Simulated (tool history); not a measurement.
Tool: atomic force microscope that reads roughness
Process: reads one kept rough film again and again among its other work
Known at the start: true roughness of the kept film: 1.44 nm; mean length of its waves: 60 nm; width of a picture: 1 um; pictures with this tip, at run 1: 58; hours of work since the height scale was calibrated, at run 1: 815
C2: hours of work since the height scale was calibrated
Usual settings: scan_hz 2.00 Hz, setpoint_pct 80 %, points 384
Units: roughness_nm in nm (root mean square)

run 1 day=0.000 | scan_hz=2.00 setpoint_pct=80 points=384 | pictures_with_this_tip=58 C2=815 | roughness_nm=1.339
run 2 day=1.392 | scan_hz=2.00 setpoint_pct=80 points=384 | pictures_with_this_tip=101 C2=835 | roughness_nm=1.354
run 3 day=2.683 | scan_hz=2.00 setpoint_pct=68 points=384 | pictures_with_this_tip=141 C2=853 | roughness_nm=1.379
run 4 day=4.329 | scan_hz=2.11 setpoint_pct=80 points=384 | pictures_with_this_tip=192 C2=877 | roughness_nm=1.331
run 5 day=5.992 | scan_hz=2.11 setpoint_pct=80 points=384 | pictures_with_this_tip=243 C2=900 | roughness_nm=1.335
run 6 day=6.771 | scan_hz=2.00 setpoint_pct=80 points=384 | pictures_with_this_tip=267 C2=911 | roughness_nm=1.351
run 7 day=8.392 | scan_hz=2.00 setpoint_pct=80 points=384 | pictures_with_this_tip=318 C2=934 | roughness_nm=1.339
run 8 day=9.812 | scan_hz=2.00 setpoint_pct=80 points=384 | pictures_with_this_tip=361 C2=955 | roughness_nm=1.335
-- day=10.738 new tip fitted
run 9 day=11.400 | scan_hz=2.00 setpoint_pct=80 points=384 | pictures_with_this_tip=21 C2=977 | roughness_nm=1.351
run 10 day=13.125 | scan_hz=2.00 setpoint_pct=80 points=384 | pictures_with_this_tip=74 C2=1001 | roughness_nm=1.352
run 11 day=14.162 | scan_hz=2.89 setpoint_pct=80 points=384 | pictures_with_this_tip=106 C2=1016 | roughness_nm=1.331
run 12 day=15.729 | scan_hz=2.00 setpoint_pct=55 points=384 | pictures_with_this_tip=155 C2=1039 | roughness_nm=1.404
run 13 day=17.008 | scan_hz=2.00 setpoint_pct=80 points=384 | pictures_with_this_tip=194 C2=1057 | roughness_nm=1.350
run 14 day=17.771 | scan_hz=2.00 setpoint_pct=80 points=384 | pictures_with_this_tip=218 C2=1068 | roughness_nm=1.355
run 15 day=18.638 | scan_hz=2.00 setpoint_pct=80 points=384 | pictures_with_this_tip=245 C2=1080 | roughness_nm=1.342
run 16 day=19.496 | scan_hz=2.00 setpoint_pct=80 points=384 | pictures_with_this_tip=271 C2=1092 | roughness_nm=1.345
run 17 day=21.225 | scan_hz=2.00 setpoint_pct=80 points=384 | pictures_with_this_tip=325 C2=1117 | roughness_nm=1.341
run 18 day=22.746 | scan_hz=2.00 setpoint_pct=80 points=384 | pictures_with_this_tip=372 C2=1139 | roughness_nm=1.341
-- day=23.279 new tip fitted
run 19 day=23.954 | scan_hz=2.00 setpoint_pct=72 points=384 | pictures_with_this_tip=21 C2=1155 | roughness_nm=1.371
run 20 day=25.600 | scan_hz=2.00 setpoint_pct=72 points=384 | pictures_with_this_tip=71 C2=1179 | roughness_nm=1.375
run 21 day=26.962 | scan_hz=2.00 setpoint_pct=72 points=384 | pictures_with_this_tip=113 C2=1198 | roughness_nm=1.386
run 22 day=28.321 | scan_hz=2.00 setpoint_pct=80 points=384 | pictures_with_this_tip=156 C2=1218 | roughness_nm=1.349
run 23 day=29.717 | scan_hz=2.00 setpoint_pct=80 points=384 | pictures_with_this_tip=199 C2=1237 | roughness_nm=1.343
run 24 day=31.112 | scan_hz=1.94 setpoint_pct=80 points=384 | pictures_with_this_tip=242 C2=1257 | roughness_nm=1.342
run 25 day=32.862 | scan_hz=1.08 setpoint_pct=80 points=359 | pictures_with_this_tip=296 C2=1282 | roughness_nm=1.389
run 26 day=33.967 | scan_hz=0.54 setpoint_pct=90 points=384 | pictures_with_this_tip=330 C2=1298 | roughness_nm=1.389
run 27 day=35.333 | scan_hz=0.54 setpoint_pct=90 points=313 | pictures_with_this_tip=372 C2=1317 | roughness_nm=1.376
-- day=35.908 new tip fitted
run 28 day=36.317 | scan_hz=0.54 setpoint_pct=90 points=313 | pictures_with_this_tip=13 C2=1331 | roughness_nm=1.388
run 29 day=37.454 | scan_hz=1.08 setpoint_pct=59 points=313 | pictures_with_this_tip=48 C2=1347 | roughness_nm=1.399
run 30 day=38.912 | scan_hz=1.21 setpoint_pct=83 points=632 | pictures_with_this_tip=93 C2=1368 | roughness_nm=1.367
run 31 day=40.258 | scan_hz=1.21 setpoint_pct=83 points=632 | pictures_with_this_tip=135 C2=1387 | roughness_nm=1.372
run 32 day=41.579 | scan_hz=2.21 setpoint_pct=80 points=347 | pictures_with_this_tip=176 C2=1406 | roughness_nm=1.337
run 33 day=42.775 | scan_hz=2.00 setpoint_pct=55 points=749 | pictures_with_this_tip=213 C2=1423 | roughness_nm=1.408
run 34 day=43.792 | scan_hz=0.76 setpoint_pct=88 points=730 | pictures_with_this_tip=244 C2=1438 | roughness_nm=1.385
run 35 day=44.808 | scan_hz=0.76 setpoint_pct=88 points=730 | pictures_with_this_tip=276 C2=1452 | roughness_nm=1.381
run 36 day=45.754 | scan_hz=3.33 setpoint_pct=78 points=384 | pictures_with_this_tip=305 C2=1466 | roughness_nm=1.316
run 37 day=47.179 | scan_hz=0.67 setpoint_pct=80 points=478 | pictures_with_this_tip=349 C2=1486 | roughness_nm=1.394
run 38 day=48.029 | scan_hz=2.00 setpoint_pct=80 points=642 | pictures_with_this_tip=375 C2=1498 | roughness_nm=1.355
-- day=48.517 new tip fitted
run 39 day=48.967 | scan_hz=3.34 setpoint_pct=59 points=342 | pictures_with_this_tip=14 C2=1511 | roughness_nm=1.380
run 40 day=50.117 | scan_hz=2.00 setpoint_pct=80 points=379 | pictures_with_this_tip=49 C2=1527 | roughness_nm=1.345
run 41 day=51.008 | scan_hz=2.00 setpoint_pct=80 points=379 | pictures_with_this_tip=77 C2=1540 | roughness_nm=1.352
run 42 day=52.125 | scan_hz=1.31 setpoint_pct=58 points=762 | pictures_with_this_tip=111 C2=1556 | roughness_nm=1.417
run 43 day=53.012 | scan_hz=1.31 setpoint_pct=58 points=762 | pictures_with_this_tip=139 C2=1569 | roughness_nm=1.408
run 44 day=53.871 | scan_hz=1.76 setpoint_pct=63 points=612 | pictures_with_this_tip=165 C2=1581 | roughness_nm=1.402
run 45 day=54.688 | scan_hz=0.68 setpoint_pct=88 points=267 | pictures_with_this_tip=191 C2=1592 | roughness_nm=1.378

4 ways to go on from here, each from the tool as it stands after run 45. What would each give?
run A day=55.908 | scan_hz=0.90 setpoint_pct=63 points=890 | pictures_with_this_tip=228 C2=1610 | roughness_nm=?
run B day=55.908 | scan_hz=3.64 setpoint_pct=88 points=267 | pictures_with_this_tip=228 C2=1610 | roughness_nm=?
run C day=55.908 | scan_hz=1.57 setpoint_pct=88 points=713 | pictures_with_this_tip=228 C2=1610 | roughness_nm=?
run D day=55.908 | scan_hz=1.69 setpoint_pct=77 points=264 | pictures_with_this_tip=228 C2=1610 | roughness_nm=?

run=A roughness_nm=1.417
run=B roughness_nm=1.234
run=C roughness_nm=1.344
run=D roughness_nm=1.361
Without the tool's hidden state the same runs would have given:
run=A roughness_nm=1.418
run=B roughness_nm=1.235
run=C roughness_nm=1.345
run=D roughness_nm=1.362
